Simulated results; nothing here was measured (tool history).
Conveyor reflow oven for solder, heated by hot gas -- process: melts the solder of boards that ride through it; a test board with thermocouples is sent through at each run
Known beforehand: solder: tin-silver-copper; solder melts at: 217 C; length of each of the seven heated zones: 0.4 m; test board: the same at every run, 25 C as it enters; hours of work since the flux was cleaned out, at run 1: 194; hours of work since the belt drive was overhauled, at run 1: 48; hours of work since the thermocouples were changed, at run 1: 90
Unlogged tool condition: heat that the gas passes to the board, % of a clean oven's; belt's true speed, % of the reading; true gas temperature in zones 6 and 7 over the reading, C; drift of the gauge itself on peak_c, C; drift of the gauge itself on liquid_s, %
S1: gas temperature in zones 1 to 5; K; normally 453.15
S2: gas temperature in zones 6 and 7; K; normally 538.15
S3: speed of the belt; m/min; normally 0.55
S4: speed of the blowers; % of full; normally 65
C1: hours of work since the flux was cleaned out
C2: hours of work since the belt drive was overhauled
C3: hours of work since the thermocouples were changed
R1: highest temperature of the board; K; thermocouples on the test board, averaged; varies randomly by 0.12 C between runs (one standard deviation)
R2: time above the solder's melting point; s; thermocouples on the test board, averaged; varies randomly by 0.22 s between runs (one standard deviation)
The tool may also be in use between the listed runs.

run,hour,S1,S2,S3,S4,C1,C2,C3,R1,R2
1,0.0,453.15,538.15,0.55,65,194,48,90,527.25,70.3
2,11.9,453.15,538.15,0.55,65,200,54,96,527.35,70.7
3,22.1,453.15,538.15,0.55,67,205,60,101,527.45,70.8
4,30.0,453.15,538.15,0.55,67,209,64,105,527.35,70.6
5,41.1,453.15,538.15,0.55,67,215,70,111,527.45,70.9
6,53.0,453.15,538.15,0.55,67,221,76,117,527.45,70.2
# hour 58.5: flux residue cleaned out of gas plates and filters
7,67.1,453.15,538.15,0.55,67,4,80,122,525.95,69.9
8,76.7,453.15,538.15,0.55,67,9,85,127,526.25,69.3

What does the tool deliver on the next run?
# hour 87.5: flux residue cleaned out of gas plates and filters, once more
9,90.7,453.15,538.15,0.55,67,2,90,131,?,?

Run 9 produced R1 528.55 K, R2 71.9 s.
With no hidden state in the tool, this same run would have given R1 527.95 K, R2 71.4 s.
